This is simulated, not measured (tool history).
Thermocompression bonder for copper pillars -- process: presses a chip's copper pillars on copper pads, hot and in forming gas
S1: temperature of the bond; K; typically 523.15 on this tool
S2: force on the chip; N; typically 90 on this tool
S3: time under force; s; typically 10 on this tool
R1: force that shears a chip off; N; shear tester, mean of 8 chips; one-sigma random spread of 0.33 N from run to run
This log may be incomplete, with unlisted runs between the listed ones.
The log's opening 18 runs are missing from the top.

run	hour	S1	S2	S3	R1
19	451.4	523.15	90	10	51.5
20	483.1	523.15	90	10	52.0
21	511.2	523.15	90	10	51.5
22	537.1	523.15	90	10	52.2
# hour 567.0: forming gas filter changed
23	567.0	528.15	56	10	41.0
24	599.4	510.15	56	20	40.6
25	619.7	523.15	126	6	56.8
26	647.2	523.15	126	6	56.5
27	677.6	496.15	90	10	35.8
28	696.0	521.15	73	24	57.6
29	719.4	543.15	83	26	74.5
30	740.3	543.15	83	26	74.0
31	767.7	543.15	122	26	79.9

What will run 32 give?
# hour 779.0: forming gas filter changed
32	796.8	543.15	122	26	?

{"run 32": {"R1": 82.6}}
The same run, on a tool lacking any hidden state, would have yielded R1 81.9 N.

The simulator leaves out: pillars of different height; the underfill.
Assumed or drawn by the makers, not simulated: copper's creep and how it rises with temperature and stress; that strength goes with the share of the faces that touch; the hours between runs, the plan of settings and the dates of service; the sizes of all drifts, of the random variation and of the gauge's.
